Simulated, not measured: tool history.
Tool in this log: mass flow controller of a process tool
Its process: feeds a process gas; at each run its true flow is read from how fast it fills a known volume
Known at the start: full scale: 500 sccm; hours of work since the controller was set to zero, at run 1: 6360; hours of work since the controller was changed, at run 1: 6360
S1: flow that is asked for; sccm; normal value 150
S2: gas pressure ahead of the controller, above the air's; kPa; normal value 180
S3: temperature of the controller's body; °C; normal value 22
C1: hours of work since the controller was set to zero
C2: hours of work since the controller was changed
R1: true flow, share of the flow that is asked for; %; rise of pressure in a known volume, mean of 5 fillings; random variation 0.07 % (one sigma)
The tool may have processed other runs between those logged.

run      day   S1   S2  S3    C1     C2     R1
  1        0  150  180  22  6360   6360  99.24
  2   15.808  150  180  22  6518   6518  98.96
  3   22.508  150  180  22  6586   6586  98.81
  4   34.658  126  180  22  6707   6707  98.65
  5   50.446  126  180  22  6866   6866  98.37
  6   63.246  126  180  22  6994   6994  98.26
  7   75.492  126  180  22  7117   7117  98.05
  8   86.321  126  180  22  7226   7226  97.84
      90.012  -- controller's zero set anew
  9   93.696  150  180  22    37   7299  97.89
 10  103.392  150  180  22   134   7396  97.61
 11  110.729  150  180  22   208   7470   97.5
 12  118.812  150  180  22   289   7551  97.42
 13  134.017  150  180  22   441   7704  97.24
 14  143.671  150  180  22   538   7800  97.04
     158.796  -- gauge calibrated
 15  158.796  150  180  22   690   7952  99.23
 16  166.633  150  180  27   768   8031  98.87
 17  180.658   52  180  27   909   8171  98.28
 18  192.096   52  180  27  1024   8286   98.2
 19  204.558  150  180  22  1149   8411  98.56
 20   217.45  150  180  22  1278   8540  98.38
 21  226.583  150  180  22  1370   8632   98.1
 22  234.033  150  180  22  1444   8707  98.14
 23  244.396  150  180  22  1548   8810  98.04
 24  257.225  150  180  22  1677   8939  97.73
 25  267.838  151  147  30  1783   9046  97.06
 26  275.988  398  242  36  1865   9127  97.13
 27  282.896  114  180  22  1934   9197   97.3
 28  294.929  150  148  21  2055   9317   97.2
 29  305.808  150  148  21  2164   9426  97.16
 30  315.033  150  148  21  2256   9519  96.93
 31  330.829  132  144  25  2415   9677  96.43
 32  346.096   93  172  35  2568   9830  95.33
 33  357.362   93  172  35  2681   9943  95.16
 34  364.775  117  250  25  2755  10018  95.67
 35  379.779  201  180  30  2906  10168  95.47
 36  392.379  201  191  36  3032  10294  94.86
 37  404.208  297  211  34  3151  10413  94.96
 38  414.338  272  171  34  3252  10515  94.93
 39  422.746  272  171  34  3337  10599  94.64
 40  432.896  272  171  34  3438  10701  94.62
 41  440.388  272  171  34  3513  10776  94.49
 42  450.079  272  171  34  3611  10873   94.4
 43  458.392  150  239  28  3694  10956  94.28
 44  466.662  150  239  28  3777  11039  94.12
 45  482.108   96  176  38  3932  11194   93.2
     490.983  -- gauge calibrated
 46  497.729   96  176  38  4089  11351  97.93
 47  512.033   96  176  38  4232  11494  97.81
 48    524.3   96  195  21  4355  11617  98.71

Alternative continuations, all from the tool just after run 48; predict every row:
  A  534.55  409  226  22  4458  11720   ?
  B  534.55  188  189  25  4458  11720   ?
  C  534.55   96  195  28  4458  11720   ?
  D  534.55   84  275  27  4458  11720   ?

run     R1
  A  99.21
  B  98.45
  C  98.03
  D  97.76
Without the tool's unlogged condition, the same runs would have read:
run     R1
  A  99.88
  B  99.11
  C  98.68
  D   98.4

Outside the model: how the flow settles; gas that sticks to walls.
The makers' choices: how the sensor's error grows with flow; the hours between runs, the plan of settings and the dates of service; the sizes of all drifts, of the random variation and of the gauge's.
